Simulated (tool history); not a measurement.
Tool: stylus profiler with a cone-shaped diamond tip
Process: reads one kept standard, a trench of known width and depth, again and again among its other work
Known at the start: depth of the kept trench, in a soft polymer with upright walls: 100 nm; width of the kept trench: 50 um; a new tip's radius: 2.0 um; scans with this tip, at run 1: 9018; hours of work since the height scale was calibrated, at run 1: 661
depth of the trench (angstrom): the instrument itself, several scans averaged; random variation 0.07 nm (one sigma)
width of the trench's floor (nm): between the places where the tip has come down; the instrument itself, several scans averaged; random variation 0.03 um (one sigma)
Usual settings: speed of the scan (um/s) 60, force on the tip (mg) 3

run,day,speed of the scan (um/s),force on the tip (mg),scans with this tip,hours of work since the height scale was calibrated,depth of the trench (angstrom),width of the trench's floor (nm)
1,0,60,3,9018,661,1010.8,48320
2,1.817,60,3,9410,690,1009.9,48260
3,3.396,60,3,9751,715,1010.2,48260
4,5.242,60,3,10149,744,1010,48260
5,6.662,60,3,10456,766,1010.4,48250
6,8.267,60,3,10802,792,1010.7,48250
7,9.95,60,3,11166,818,1010.9,48190
8,11.575,60,1.09,11516,844,1007.1,48070
9,12.788,234,3,11778,863,1010.4,47650
# day 12.975: height scale calibrated on a step standard
10,14.604,234,3,12166,26,1013.6,47650
11,15.646,234,3,12390,42,1012.9,47660
12,16.562,174,1.74,12588,57,1012.2,47620
13,18.312,23,2.71,12966,84,1013.3,48240
14,19.104,195,1.77,13137,97,1010,47510

The next listed run, before its measurement:
15,19.946,93,8.81,13319,110,?,?

{"run 15": {"depth of the trench (angstrom)": 1020.8, "width of the trench's floor (nm)": 48180}}
Without the tool's hidden state the same run would have given depth of the trench (angstrom) 1014.4, width of the trench's floor (nm) 48590.

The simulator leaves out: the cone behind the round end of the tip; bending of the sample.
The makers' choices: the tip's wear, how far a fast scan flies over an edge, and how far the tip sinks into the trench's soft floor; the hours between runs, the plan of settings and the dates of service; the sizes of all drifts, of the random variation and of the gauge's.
